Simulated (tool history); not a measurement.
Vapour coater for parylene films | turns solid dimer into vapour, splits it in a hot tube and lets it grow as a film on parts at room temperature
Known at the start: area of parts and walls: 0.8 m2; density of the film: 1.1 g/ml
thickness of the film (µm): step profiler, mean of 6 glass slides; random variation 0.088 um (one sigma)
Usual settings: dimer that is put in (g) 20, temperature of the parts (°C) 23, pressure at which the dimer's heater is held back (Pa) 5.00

| run | hour | dimer that is put in (g) | temperature of the parts (°C) | pressure at which the dimer's heater is held back (Pa) | thickness of the film (µm) |
|---|---|---|---|---|---|
| 1 | 0.0 | 20 | 23 | 5.00 | 9.98 |
| 2 | 24.1 | 8 | 23 | 5.00 | 3.93 |
| 3 | 52.9 | 8 | 23 | 5.00 | 3.97 |
| 4 | 91.8 | 20 | 21 | 5.00 | 10.36 |
|  | 131.6 | trap's valve overhauled |
| 5 | 142.4 | 20 | 21 | 5.00 | 11.53 |
| 6 | 167.9 | 20 | 23 | 5.00 | 10.82 |
| 7 | 188.8 | 20 | 23 | 5.00 | 10.84 |
| 8 | 211.7 | 20 | 23 | 5.00 | 10.49 |
| 9 | 236.4 | 11 | 25 | 9.79 | 4.76 |
| 10 | 270.0 | 29 | 19 | 5.00 | 17.04 |
| 11 | 308.1 | 29 | 19 | 5.00 | 16.78 |
| 12 | 350.4 | 29 | 19 | 5.00 | 16.51 |
| 13 | 388.2 | 29 | 19 | 5.00 | 16.35 |
| 14 | 413.7 | 29 | 19 | 5.00 | 15.82 |
|  | 436.4 | trap's valve overhauled |
| 15 | 459.1 | 29 | 19 | 5.00 | 17.63 |
| 16 | 493.8 | 29 | 19 | 5.00 | 17.09 |

4 ways to go on from here, each from the tool as it stands after run 16. What would each give?
| A | 533.6 | 31 | 23 | 3.77 | ? |
| B | 533.6 | 23 | 19 | 2.96 | ? |
| C | 533.6 | 16 | 27 | 2.97 | ? |
| D | 533.6 | 12 | 33 | 2.82 | ? |

| run | thickness of the film (µm) |
|---|---|
| A | 16.89 |
| B | 14.73 |
| C | 8.17 |
| D | 5.08 |
Without the tool's hidden state the same runs would have given:
| run | thickness of the film (µm) |
|---|---|
| A | 17.33 |
| B | 15.11 |
| C | 8.38 |
| D | 5.21 |

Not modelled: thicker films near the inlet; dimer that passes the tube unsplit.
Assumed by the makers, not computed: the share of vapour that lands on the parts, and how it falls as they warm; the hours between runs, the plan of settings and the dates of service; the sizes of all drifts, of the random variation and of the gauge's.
